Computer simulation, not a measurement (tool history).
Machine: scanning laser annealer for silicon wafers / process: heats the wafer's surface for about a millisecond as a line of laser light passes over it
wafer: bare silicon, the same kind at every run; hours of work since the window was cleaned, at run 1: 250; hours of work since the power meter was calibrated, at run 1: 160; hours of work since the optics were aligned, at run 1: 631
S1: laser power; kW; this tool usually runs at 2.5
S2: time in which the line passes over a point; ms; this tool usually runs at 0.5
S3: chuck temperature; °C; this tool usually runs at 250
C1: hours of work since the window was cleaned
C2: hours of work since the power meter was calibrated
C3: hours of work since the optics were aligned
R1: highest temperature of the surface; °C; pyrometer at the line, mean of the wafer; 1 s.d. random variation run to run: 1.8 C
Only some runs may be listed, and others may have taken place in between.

run,hour,S1,S2,S3,C1,C2,C3,R1
1,0,2.5,0.5,250,250,160,631,966
2,8.7,2.615,0.5,250,257,167,638,1005
3,17.7,2.615,0.5,250,264,174,645,1005
4,25.1,2.154,0.5,250,270,179,650,843
5,34.3,2.154,0.5,250,277,186,658,839
6,43.5,2.154,0.5,250,284,194,665,837
7,54,2.154,0.5,250,292,202,673,837
8,65.5,2.5,0.395,250,301,211,682,885
9,73.5,2.5,0.5,250,308,217,688,955
10,81.5,2.5,0.5,273,314,223,694,975
11,86.6,2.5,0.5,273,318,227,698,978
12,95.2,2.5,0.5,273,325,234,705,972
# hour 101.3: window over the wafer cleaned
13,103.6,2.192,0.376,242,2,239,710,807
14,114.8,2.192,0.376,242,11,248,719,801
15,123.3,2.666,0.534,212,17,254,725,1048
16,133.7,2.428,0.514,222,25,262,733,951
17,144.3,2.428,0.514,222,34,271,742,949
18,155.3,2.513,0.519,246,42,279,750,1008
19,167.7,2.5,0.403,237,52,289,760,913
20,179.7,2.571,0.358,257,61,298,769,917
21,192,2.321,0.415,227,71,308,779,845
22,203.7,2.327,0.455,227,80,317,788,875
23,212.3,2.732,0.455,286,86,324,795,1071
24,218.5,2.5,0.407,213,91,328,799,884

Difference, measured minus no-hidden-state, one row per run. Run-to-run variation is common to both terms; the gauge's own scatter need not be:
The tool's hidden condition here consists of: light that passes the window, % of a clean one's; laser's true power over the reading, %; width of the line over the set one, %; drift of the gauge itself on peak_c, C.
run,R1
1,-59
2,-64
3,-65
4,-52
5,-54
6,-55
7,-56
8,-63
9,-71
10,-72
11,-72
12,-73
13,-17
14,-19
15,-29
16,-27
17,-28
18,-32
19,-30
20,-31
21,-30
22,-34
23,-42
24,-37
